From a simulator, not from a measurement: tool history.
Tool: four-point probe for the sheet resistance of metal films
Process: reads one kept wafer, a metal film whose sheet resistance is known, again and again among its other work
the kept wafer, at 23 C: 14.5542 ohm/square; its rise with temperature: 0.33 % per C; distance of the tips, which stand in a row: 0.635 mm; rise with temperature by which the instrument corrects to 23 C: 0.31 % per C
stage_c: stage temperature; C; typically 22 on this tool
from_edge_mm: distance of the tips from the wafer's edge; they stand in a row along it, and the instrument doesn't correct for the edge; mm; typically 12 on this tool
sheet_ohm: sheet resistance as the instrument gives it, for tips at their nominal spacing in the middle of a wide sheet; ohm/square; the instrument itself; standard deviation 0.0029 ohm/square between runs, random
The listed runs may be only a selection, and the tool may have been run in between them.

run 1 hour=0.0 | stage_c=22 from_edge_mm=12 | sheet_ohm=14.503121
run 2 hour=13.9 | stage_c=22 from_edge_mm=12 | sheet_ohm=14.505778
run 3 hour=42.9 | stage_c=22 from_edge_mm=12 | sheet_ohm=14.507936
run 4 hour=63.6 | stage_c=22 from_edge_mm=12 | sheet_ohm=14.505486
run 5 hour=80.0 | stage_c=26 from_edge_mm=12 | sheet_ohm=14.512132
run 6 hour=102.3 | stage_c=25 from_edge_mm=12 | sheet_ohm=14.511100
run 7 hour=127.7 | stage_c=19 from_edge_mm=12 | sheet_ohm=14.499701
run 8 hour=144.8 | stage_c=19 from_edge_mm=12 | sheet_ohm=14.499684
run 9 hour=163.0 | stage_c=22 from_edge_mm=12 | sheet_ohm=14.504665
run 10 hour=191.4 | stage_c=22 from_edge_mm=12 | sheet_ohm=14.507813
run 11 hour=210.2 | stage_c=22 from_edge_mm=12 | sheet_ohm=14.496117
run 12 hour=230.0 | stage_c=22 from_edge_mm=12 | sheet_ohm=14.503830
run 13 hour=253.0 | stage_c=22 from_edge_mm=12 | sheet_ohm=14.501736
run 14 hour=283.3 | stage_c=22 from_edge_mm=12 | sheet_ohm=14.499232
run 15 hour=307.6 | stage_c=20 from_edge_mm=12 | sheet_ohm=14.493359
run 16 hour=340.8 | stage_c=20 from_edge_mm=12 | sheet_ohm=14.495287
run 17 hour=364.8 | stage_c=33 from_edge_mm=12 | sheet_ohm=14.523208
run 18 hour=388.2 | stage_c=30 from_edge_mm=29 | sheet_ohm=14.497785
run 19 hour=409.3 | stage_c=18 from_edge_mm=22 | sheet_ohm=14.468447
run 20 hour=437.8 | stage_c=19 from_edge_mm=4 | sheet_ohm=14.663885
run 21 hour=471.3 | stage_c=21 from_edge_mm=21 | sheet_ohm=14.474990
run 22 hour=496.4 | stage_c=18 from_edge_mm=37 | sheet_ohm=14.470478
run 23 hour=518.9 | stage_c=19 from_edge_mm=13 | sheet_ohm=14.486817
run 24 hour=539.8 | stage_c=19 from_edge_mm=13 | sheet_ohm=14.486724
run 25 hour=573.7 | stage_c=19 from_edge_mm=13 | sheet_ohm=14.487392
run 26 hour=597.1 | stage_c=19 from_edge_mm=9 | sheet_ohm=14.506189

Below are 4 alternative next runs, each starting from the tool's condition after run 26. Predict each:
run A hour=618.1 | stage_c=20 from_edge_mm=12 | sheet_ohm=?
run B hour=618.1 | stage_c=22 from_edge_mm=4 | sheet_ohm=?
run C hour=618.1 | stage_c=22 from_edge_mm=15 | sheet_ohm=?
run D hour=618.1 | stage_c=27 from_edge_mm=26 | sheet_ohm=?

run=A sheet_ohm=14.485751
run=B sheet_ohm=14.668800
run=C sheet_ohm=14.487259
run=D sheet_ohm=14.488931
With the hidden condition removed and each run's random variation left untouched, the same runs would have given:
run=A sheet_ohm=14.565388
run=B sheet_ohm=14.749403
run=C sheet_ohm=14.566947
run=D sheet_ohm=14.568728
